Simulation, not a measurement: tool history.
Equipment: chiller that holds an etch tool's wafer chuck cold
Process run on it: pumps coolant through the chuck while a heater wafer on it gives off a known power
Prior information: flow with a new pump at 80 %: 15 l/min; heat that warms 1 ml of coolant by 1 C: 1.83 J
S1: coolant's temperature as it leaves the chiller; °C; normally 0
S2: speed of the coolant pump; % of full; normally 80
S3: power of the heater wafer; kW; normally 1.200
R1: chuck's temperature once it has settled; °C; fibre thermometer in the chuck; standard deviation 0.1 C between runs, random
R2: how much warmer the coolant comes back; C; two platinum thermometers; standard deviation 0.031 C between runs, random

run,hour,S1,S2,S3,R1,R2
1,0.0,0,80,1.200,9.5,2.68
2,33.6,0,80,1.200,9.3,2.67
# hour 76.2: coolant changed, channels flushed
3,76.2,0,80,1.200,9.3,2.63
4,99.0,0,80,1.200,9.1,2.62
5,140.4,0,80,1.200,9.1,2.64
6,171.1,0,61,1.200,12.5,3.53
7,205.7,0,61,1.200,12.4,3.54
8,242.2,7,61,1.200,19.4,3.55
9,277.4,7,61,1.200,19.6,3.49
10,315.5,0,80,1.200,9.3,2.54
11,357.0,0,80,1.200,9.3,2.53
12,387.7,0,80,1.200,9.4,2.48
13,424.4,0,80,1.200,9.6,2.51
14,447.2,0,80,0.806,6.2,1.60
15,484.9,0,80,1.651,13.0,3.50
16,507.7,0,80,1.200,9.3,2.47
17,548.5,-4,68,1.200,7.3,3.03
18,579.3,2,73,0.619,7.6,1.35
19,598.3,0,60,1.366,14.5,4.02
20,637.5,0,60,1.366,14.3,3.98
21,681.0,0,80,0.845,6.4,1.66
22,723.8,10,78,1.646,23.1,3.53
23,754.6,10,78,1.646,23.0,3.56
24,784.0,10,97,0.712,14.5,1.04
25,824.6,-4,81,0.712,1.4,1.36
26,850.4,2,71,1.300,13.5,3.02
27,881.2,6,85,1.300,15.6,2.41
28,914.5,6,85,0.609,10.5,1.00
29,949.0,-6,92,0.631,-1.9,0.96
30,977.6,9,62,1.332,22.5,3.64
31,1005.3,0,63,1.648,16.7,4.50
32,1032.2,0,82,1.121,8.4,2.06

Forecast each of these 3 alternatives for the next run:
A,1072.2,-1,66,1.200,?,?
B,1072.2,0,80,0.944,?,?
C,1072.2,0,70,0.768,?,?

run,R1,R2
A,10.4,3.00
B,7.3,1.79
C,6.8,1.65
The same runs, with their run-to-run variation unchanged, on a tool lacking any hidden condition would have given:
run,R1,R2
A,10.4,3.28
B,7.3,2.08
C,6.8,1.93
